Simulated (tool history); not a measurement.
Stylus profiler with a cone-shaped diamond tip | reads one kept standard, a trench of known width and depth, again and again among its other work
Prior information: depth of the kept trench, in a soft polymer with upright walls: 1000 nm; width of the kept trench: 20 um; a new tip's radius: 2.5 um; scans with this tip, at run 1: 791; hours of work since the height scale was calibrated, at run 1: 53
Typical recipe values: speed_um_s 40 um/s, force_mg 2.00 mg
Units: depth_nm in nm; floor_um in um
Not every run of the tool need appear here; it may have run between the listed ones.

run     day  speed_um_s  force_mg  scans with this tip  hours of work since the height scale was calibrated  depth_nm  floor_um
  1   0.000          40      2.00                  791                                                   53   1009.07     15.66
  2   1.038          40      2.00                 1023                                                   69   1009.39     15.52
  3   2.821          40      2.00                 1423                                                   96   1009.38     15.50
  4   4.958          40      2.00                 1900                                                  128   1009.31     15.36
  5   6.683          40      2.00                 2286                                                  154   1009.54     15.27
  6   8.675          40      2.00                 2732                                                  184   1009.72     15.18
  7  10.100          40      2.00                 3051                                                  206   1009.99     15.05
  8  11.871          40      2.00                 3447                                                  232   1010.10     14.98
  9  13.442          40      2.00                 3798                                                  256   1010.21     14.93
     13.625  -- height scale calibrated on a step standard
 10  14.404          54      2.00                 4009                                                   12   1010.93     14.76
 11  15.650          54      2.00                 4288                                                   31   1011.13     14.70
 12  16.825          19      2.00                 4551                                                   48   1011.33     14.87
 13  18.617          12      2.00                 4952                                                   75   1011.36     14.80
 14  19.588          57      2.00                 5169                                                   90   1011.55     14.56
 15  21.554          57      2.00                 5609                                                  120   1011.25     14.39
     21.800  -- height scale calibrated on a step standard, once more
 16  23.575          80      1.29                 6057                                                   27   1006.85     14.07
 17  25.304          80      4.07                 6443                                                   53   1014.87     14.29
 18  26.538          80      4.07                 6719                                                   71   1014.95     14.24
 19  28.050          80      4.07                 7058                                                   94   1014.89     14.11
 20  30.071          80      4.07                 7509                                                  125   1015.60     14.08
 21  31.071          85      3.24                 7733                                                  140   1013.04     13.93
 22  32.529          40      4.44                 8060                                                  162   1016.36     14.19
 23  33.779          65      3.65                 8340                                                  181   1014.17     13.93
 24  35.071          97      5.15                 8628                                                  200   1018.04     13.78
 25  36.708          97      5.15                 8995                                                  225   1018.38     13.71
 26  38.279          19      2.00                 9346                                                  249   1010.74     13.94
 27  39.771          66      3.69                 9680                                                  271   1015.37     13.68
 28  40.954         100      2.23                 9945                                                  289   1011.22     13.34
     41.417  -- new tip fitted, height scale calibrated
 29  43.000         114      2.99                  354                                                   24   1012.09     15.26
 30  44.438         114      2.99                  675                                                   46   1012.06     15.23

5 options for the next run, each taken on its own from the tool as it stands now. Forecast them:
  A  45.346          56      5.31                  879                                                   59         ?         ?
  B  45.346         130      2.99                  879                                                   59         ?         ?
  C  45.346          94      2.18                  879                                                   59         ?         ?
  D  45.346          25      2.00                  879                                                   59         ?         ?
  E  45.346          43      1.42                  879                                                   59         ?         ?

run  depth_nm  floor_um
  A   1017.36     15.50
  B   1012.34     15.06
  C   1010.09     15.19
  D   1009.71     15.54
  E   1007.73     15.45
Stripped of hidden state, with their random variation kept, the same runs would have yielded:
run  depth_nm  floor_um
  A   1016.63     15.76
  B   1011.61     15.32
  C   1009.36     15.45
  D   1008.98     15.80
  E   1007.01     15.71
